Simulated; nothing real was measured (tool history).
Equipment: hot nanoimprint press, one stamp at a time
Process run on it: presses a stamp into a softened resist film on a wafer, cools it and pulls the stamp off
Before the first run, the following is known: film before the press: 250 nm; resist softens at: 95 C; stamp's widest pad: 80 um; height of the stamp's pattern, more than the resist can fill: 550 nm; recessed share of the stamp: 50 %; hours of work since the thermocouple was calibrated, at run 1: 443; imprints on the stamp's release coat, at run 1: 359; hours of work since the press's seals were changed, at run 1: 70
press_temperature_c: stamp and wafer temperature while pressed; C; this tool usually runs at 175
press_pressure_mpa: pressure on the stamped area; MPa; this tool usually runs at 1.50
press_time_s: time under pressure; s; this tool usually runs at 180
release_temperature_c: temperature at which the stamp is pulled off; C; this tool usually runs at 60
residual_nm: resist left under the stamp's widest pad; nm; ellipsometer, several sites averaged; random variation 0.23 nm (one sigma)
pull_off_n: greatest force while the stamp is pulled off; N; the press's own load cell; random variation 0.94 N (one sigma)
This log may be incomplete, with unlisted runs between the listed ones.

| run | hour | press_temperature_c | press_pressure_mpa | press_time_s | release_temperature_c | hours of work since the thermocouple was calibrated | imprints on the stamp's release coat | hours of work since the press's seals were changed | residual_nm | pull_off_n |
|---|---|---|---|---|---|---|---|---|---|---|
| 1 | 0.0 | 175 | 1.50 | 180 | 60 | 443 | 359 | 70 | 106.6 | 137.3 |
| 2 | 36.0 | 175 | 1.50 | 180 | 60 | 464 | 491 | 91 | 106.7 | 142.8 |
| 3 | 59.0 | 175 | 1.50 | 193 | 60 | 478 | 575 | 104 | 102.7 | 143.9 |
|  | 79.4 | stamp cleaned and given a new release coat |
| 4 | 92.3 | 175 | 1.50 | 193 | 60 | 494 | 47 | 120 | 103.4 | 130.5 |
|  | 120.7 | plate thermocouple calibrated |
| 5 | 139.2 | 175 | 1.52 | 193 | 60 | 11 | 208 | 146 | 107.4 | 138.5 |
| 6 | 160.1 | 175 | 1.52 | 193 | 45 | 23 | 285 | 158 | 107.1 | 192.4 |
| 7 | 198.2 | 175 | 1.52 | 193 | 45 | 45 | 425 | 181 | 106.6 | 195.8 |
| 8 | 241.7 | 175 | 1.52 | 193 | 45 | 71 | 584 | 206 | 106.7 | 199.6 |
|  | 261.7 | stamp cleaned and given a new release coat |
| 9 | 289.5 | 175 | 1.52 | 193 | 45 | 96 | 101 | 231 | 106.0 | 186.9 |
| 10 | 328.5 | 175 | 1.52 | 193 | 45 | 118 | 244 | 254 | 105.9 | 190.9 |
| 11 | 357.5 | 175 | 1.52 | 193 | 45 | 136 | 351 | 271 | 105.5 | 193.9 |
| 12 | 378.0 | 175 | 1.52 | 193 | 45 | 148 | 426 | 283 | 105.8 | 200.7 |
| 13 | 411.2 | 175 | 1.50 | 182 | 60 | 167 | 548 | 302 | 108.6 | 143.2 |
|  | 438.3 | stamp cleaned and given a new release coat |
| 14 | 443.6 | 175 | 1.50 | 180 | 48 | 183 | 20 | 318 | 109.1 | 171.4 |
| 15 | 482.8 | 175 | 1.50 | 180 | 48 | 206 | 164 | 341 | 108.7 | 177.2 |
| 16 | 509.4 | 187 | 1.56 | 180 | 60 | 221 | 261 | 357 | 68.4 | 138.5 |
| 17 | 536.4 | 187 | 2.01 | 180 | 60 | 237 | 360 | 372 | 60.4 | 140.0 |
| 18 | 572.1 | 187 | 2.01 | 180 | 60 | 258 | 491 | 393 | 60.4 | 141.3 |
|  | 615.8 | stamp cleaned and given a new release coat |
| 19 | 622.7 | 179 | 1.50 | 293 | 66 | 284 | 26 | 420 | 75.7 | 111.1 |
| 20 | 651.6 | 179 | 2.10 | 121 | 66 | 301 | 132 | 437 | 94.4 | 112.5 |
| 21 | 675.4 | 181 | 0.96 | 130 | 55 | 315 | 219 | 450 | 119.3 | 153.4 |
| 22 | 718.8 | 175 | 1.11 | 180 | 60 | 341 | 378 | 476 | 121.8 | 137.7 |
| 23 | 746.5 | 175 | 1.11 | 180 | 60 | 357 | 480 | 492 | 121.9 | 141.7 |
| 24 | 779.1 | 175 | 1.11 | 180 | 60 | 376 | 599 | 511 | 121.6 | 143.0 |
|  | 793.8 | stamp cleaned and given a new release coat |
| 25 | 818.0 | 183 | 1.11 | 180 | 60 | 395 | 89 | 531 | 91.8 | 131.6 |
| 26 | 851.7 | 183 | 1.11 | 180 | 60 | 415 | 212 | 550 | 91.1 | 132.0 |
| 27 | 874.0 | 183 | 2.20 | 180 | 60 | 428 | 294 | 564 | 66.4 | 133.6 |
| 28 | 901.6 | 183 | 2.01 | 180 | 63 | 444 | 395 | 580 | 69.0 | 125.9 |
| 29 | 921.0 | 183 | 2.02 | 133 | 63 | 456 | 467 | 591 | 79.0 | 128.4 |

Below, some changes in residual_nm between adjacent runs. For each, the amount present without the hidden state too (settings, incoming material, random variation) and the amount remaining for the hidden state with gauge scatter not shared by both compared results:
Unlogged tool condition in this case: true temperature over the reading, C; pressure that arrives at the usual setting, %; grip of the stamp's worn release coat, % over a new coat's; drift of the gauge itself on residual_nm, %; drift of the gauge itself on pull_off_n, %.
Run 4 -> 5: press_pressure_mpa 1.50 -> 1.52, plate thermocouple calibrated. residual_nm +4.0 nm: hidden state +4.2, all else -0.2.
Run 15 -> 16: press_temperature_c 175 -> 187, press_pressure_mpa 1.50 -> 1.56, release_temperature_c 48 -> 60. residual_nm -40.3 nm: hidden state +0.6, all else -40.9.
Run 24 -> 25: press_temperature_c 175 -> 183, stamp cleaned and given a new release coat. residual_nm -29.8 nm: hidden state +0.6, all else -30.4.
Run 26 -> 27: press_pressure_mpa 1.11 -> 2.20. residual_nm -24.7 nm: hidden state +1.0, all else -25.7.

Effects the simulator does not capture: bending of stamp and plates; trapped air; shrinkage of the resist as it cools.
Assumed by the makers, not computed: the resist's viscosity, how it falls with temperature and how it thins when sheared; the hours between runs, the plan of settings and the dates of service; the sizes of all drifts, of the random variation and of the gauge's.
